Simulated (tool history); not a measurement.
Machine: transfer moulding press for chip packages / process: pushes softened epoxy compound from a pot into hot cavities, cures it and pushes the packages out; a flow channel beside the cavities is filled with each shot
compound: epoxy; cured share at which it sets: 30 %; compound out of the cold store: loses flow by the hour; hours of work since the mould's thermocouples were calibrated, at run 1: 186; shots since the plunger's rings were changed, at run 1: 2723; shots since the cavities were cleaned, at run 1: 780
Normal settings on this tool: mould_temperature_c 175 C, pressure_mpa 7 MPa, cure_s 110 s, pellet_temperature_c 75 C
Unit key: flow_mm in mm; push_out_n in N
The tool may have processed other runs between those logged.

run,hour,mould_temperature_c,pressure_mpa,cure_s,pellet_temperature_c,hours of work since the mould's thermocouples were calibrated,shots since the plunger's rings were changed,shots since the cavities were cleaned,incoming compound's hours out of the cold store,flow_mm,push_out_n
1,0,175,7,110,75,186,2723,780,41.2,727,786
# hour 16.4: cavities cleaned with cleaning compound and waxed
# hour 71.9: plunger's sealing rings changed
2,72.7,175,7,110,75,216,5,373,34.4,776,994
3,128,175,7,110,71,240,388,756,24.3,800,1023
# hour 149.2: cavities cleaned with cleaning compound and waxed
4,167.2,175,7,110,76,257,650,125,30.9,780,526
5,245.3,175,7,110,75,291,1192,667,13.5,822,784
# hour 260.7: cavities cleaned with cleaning compound and waxed, once more
6,330.1,175,7,110,75,328,1770,482,37,759,672
# hour 391.3: cavities cleaned with cleaning compound and waxed
7,391.5,175,7,110,83,354,2185,2,26.4,762,458
8,433.4,175,7,110,83,372,2476,293,23.5,776,626
# hour 474.4: mould's thermocouples calibrated
# hour 522.6: cavities cleaned with cleaning compound and waxed
9,528.1,175,7,110,75,23,3108,38,13.5,794,474
# hour 542: plunger's sealing rings changed
10,609.1,175,7,110,75,57,464,582,23.7,789,741
# hour 655.3: cavities cleaned with cleaning compound and waxed
11,693.8,175,7,110,75,94,1042,267,39.9,738,611
12,774.5,175,7,110,75,129,1601,826,46.9,725,818
# hour 785.4: cavities cleaned with cleaning compound and waxed
13,838.5,175,7,131,71,157,2035,368,31.6,755,584
# hour 912.9: cavities cleaned with cleaning compound and waxed
14,912.9,175,6.53,113,72,189,2541,0,37.3,711,466

Run 15 has not been measured yet. What should we expect?
15,987,175,6.53,113,72,221,3055,514,21,?,?

{"run 15": {"flow_mm": 742, "push_out_n": 702}}
If the tool had no hidden condition, the same run with the same run-to-run variation would have returned flow_mm 783 mm, push_out_n 438 N.
